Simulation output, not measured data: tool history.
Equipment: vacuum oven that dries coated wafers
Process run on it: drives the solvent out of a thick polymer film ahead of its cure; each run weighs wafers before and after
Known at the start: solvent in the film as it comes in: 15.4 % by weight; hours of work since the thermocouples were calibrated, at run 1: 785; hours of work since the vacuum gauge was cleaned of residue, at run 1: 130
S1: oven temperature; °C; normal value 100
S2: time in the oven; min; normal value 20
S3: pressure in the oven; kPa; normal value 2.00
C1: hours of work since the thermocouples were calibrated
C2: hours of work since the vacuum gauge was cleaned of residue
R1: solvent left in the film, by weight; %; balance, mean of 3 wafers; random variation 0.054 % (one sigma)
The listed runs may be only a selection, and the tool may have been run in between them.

run	day	S1	S2	S3	C1	C2	R1
1	0.000	100	20	2.00	785	130	3.12
2	3.283	100	20	2.00	828	173	3.19
3	6.133	100	20	2.00	866	210	3.10
4	9.279	100	20	2.00	907	251	3.15
5	11.783	100	20	2.00	940	284	3.09
6	14.867	100	10	2.00	980	324	6.06
7	17.000	100	10	2.00	1008	352	6.12
8	20.267	100	20	2.00	1051	395	3.19
9	23.279	100	20	2.00	1090	435	3.27
10	24.796	100	10	2.00	1110	455	6.03
11	27.383	100	20	5.62	1144	489	4.83
# day 29.279: oven's thermocouples calibrated
12	30.475	100	20	5.62	16	528	5.02
13	32.688	100	20	5.62	45	557	4.98
14	35.942	100	20	5.62	87	600	5.12
15	37.925	100	20	5.62	113	626	5.00
16	40.388	99	11	5.66	146	658	7.44
17	42.417	95	12	2.09	172	684	6.93
# day 43.042: oven's thermocouples calibrated, once more
18	45.350	95	12	2.09	30	722	6.68
19	46.871	105	15	2.86	50	742	3.19
20	48.708	85	31	2.95	74	766	6.47
21	51.954	85	31	2.95	117	808	6.64
22	54.271	106	30	2.92	147	839	1.56
23	55.908	106	30	1.21	169	860	0.91
24	58.858	106	30	1.21	207	899	0.85
25	61.529	106	30	1.21	242	934	0.85
26	63.804	106	30	1.21	272	964	0.85
27	66.454	106	30	1.21	307	998	0.91
28	68.062	100	30	6.14	328	1020	4.05
29	71.342	105	28	3.63	371	1063	2.10
30	74.254	108	14	3.63	409	1101	3.09

What would each run have given without the hidden state, its run-to-run variation left as it was?
Hidden state present: true wafer temperature over the reading, C; true pressure over the reading, kPa; drift of the gauge itself on solvent_pct, %.
run	R1
1	2.96
2	3.01
3	2.91
4	2.95
5	2.87
6	5.80
7	5.86
8	2.93
9	2.99
10	5.73
11	4.52
12	4.54
13	4.50
14	4.62
15	4.49
16	6.90
17	6.40
18	6.50
19	3.03
20	6.22
21	6.36
22	1.43
23	0.79
24	0.72
25	0.72
26	0.72
27	0.76
28	3.79
29	1.90
30	2.83

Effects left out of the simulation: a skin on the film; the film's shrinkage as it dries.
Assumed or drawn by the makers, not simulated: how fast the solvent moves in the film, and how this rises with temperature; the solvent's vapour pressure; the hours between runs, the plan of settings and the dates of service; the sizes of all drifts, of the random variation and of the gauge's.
